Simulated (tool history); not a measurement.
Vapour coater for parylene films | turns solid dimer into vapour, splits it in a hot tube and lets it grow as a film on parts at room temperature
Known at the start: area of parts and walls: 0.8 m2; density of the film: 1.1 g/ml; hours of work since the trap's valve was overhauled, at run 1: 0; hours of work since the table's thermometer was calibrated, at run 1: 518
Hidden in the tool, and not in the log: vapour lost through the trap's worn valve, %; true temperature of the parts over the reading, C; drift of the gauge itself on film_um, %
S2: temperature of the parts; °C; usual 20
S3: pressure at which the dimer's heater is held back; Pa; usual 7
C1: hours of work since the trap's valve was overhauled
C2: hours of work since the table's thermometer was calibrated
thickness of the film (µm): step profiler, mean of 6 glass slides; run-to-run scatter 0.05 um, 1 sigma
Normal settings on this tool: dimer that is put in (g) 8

Run 1, day 0: usual settings; C1 0; C2 518. Result: thickness of the film (µm) 5.71.
Run 2, day 1: usual settings; C1 20; C2 539. Result: thickness of the film (µm) 5.77.
Run 3, day 1.967: usual settings; C1 40; C2 558. Result: thickness of the film (µm) 5.73.
Run 4, day 2.762: usual settings; C1 56; C2 574. Result: thickness of the film (µm) 5.75.
Run 5, day 3.921: usual settings; C1 79; C2 598. Result: thickness of the film (µm) 5.67.
Run 6, day 4.6: usual settings; C1 93; C2 612. Result: thickness of the film (µm) 5.7.
Run 7, day 5.388: usual settings but dimer that is put in (g) 4; C1 109; C2 628. Result: thickness of the film (µm) 2.86.
Run 8, day 6.092: usual settings but dimer that is put in (g) 4; C1 124; C2 642. Result: thickness of the film (µm) 2.87.
Run 9, day 7.25: usual settings but S2 23 °C; C1 147; C2 666. Result: thickness of the film (µm) 5.41.
Run 10, day 7.942: usual settings but S2 18 °C; C1 161; C2 680. Result: thickness of the film (µm) 5.76.
Run 11, day 8.729: usual settings but dimer that is put in (g) 4; C1 177; C2 695. Result: thickness of the film (µm) 2.79.
Run 12, day 9.896: usual settings but S2 16 °C; C1 201; C2 719. Result: thickness of the film (µm) 5.97.
Run 13, day 10.55: usual settings but dimer that is put in (g) 4, S2 19 °C, S3 9.2 Pa; C1 214; C2 732. Result: thickness of the film (µm) 2.69.
Run 14, day 11.412: usual settings but dimer that is put in (g) 4, S2 13 °C, S3 2.31 Pa; C1 231; C2 750. Result: thickness of the film (µm) 3.9.
Run 15, day 12.588: usual settings but dimer that is put in (g) 5, S2 21 °C; C1 255; C2 774. Result: thickness of the film (µm) 3.42.
Run 16, day 13.217: usual settings but dimer that is put in (g) 6, S2 19 °C, S3 3.44 Pa; C1 268; C2 787. Result: thickness of the film (µm) 4.92.
Run 17, day 13.796: usual settings but dimer that is put in (g) 5, S3 11.12 Pa; C1 280; C2 798. Result: thickness of the film (µm) 3.11.
Run 18, day 14.625: usual settings but dimer that is put in (g) 11, S2 16 °C, S3 2.43 Pa; C1 297; C2 815. Result: thickness of the film (µm) 10.2.
Run 19, day 15.546: usual settings but S2 28 °C, S3 2.86 Pa; C1 315; C2 834. Result: thickness of the film (µm) 5.81.
Run 20, day 16.271: usual settings but dimer that is put in (g) 11, S2 17 °C; C1 330; C2 848. Result: thickness of the film (µm) 7.95.
Run 21, day 17.375: usual settings but S3 10.08 Pa; C1 352; C2 871. Result: thickness of the film (µm) 5.06.
Run 22, day 17.917: usual settings but dimer that is put in (g) 4, S2 29 °C, S3 3.25 Pa; C1 363; C2 882. Result: thickness of the film (µm) 2.77.

Branching from run 22: 4 alternative next runs. What would each branch give?
Run A, day 18.779: usual settings but dimer that is put in (g) 11, S2 16 °C, S3 6.26 Pa; C1 381; C2 899. Result: thickness of the film (µm) ?.
Run B, day 18.779: usual settings but dimer that is put in (g) 4, S2 14 °C, S3 5.13 Pa; C1 381; C2 899. Result: thickness of the film (µm) ?.
Run C, day 18.779: usual settings but dimer that is put in (g) 4, S2 21 °C, S3 3.25 Pa; C1 381; C2 899. Result: thickness of the film (µm) ?.
Run D, day 18.779: usual settings but S2 18 °C; C1 381; C2 899. Result: thickness of the film (µm) ?.

run  thickness of the film (µm)
  A                        8.19
  B                        3.19
  C                        3.19
  D                        5.58
Without the tool's hidden state the same runs would have given:
run  thickness of the film (µm)
  A                        8.69
  B                        3.39
  C                        3.38
  D                        5.93

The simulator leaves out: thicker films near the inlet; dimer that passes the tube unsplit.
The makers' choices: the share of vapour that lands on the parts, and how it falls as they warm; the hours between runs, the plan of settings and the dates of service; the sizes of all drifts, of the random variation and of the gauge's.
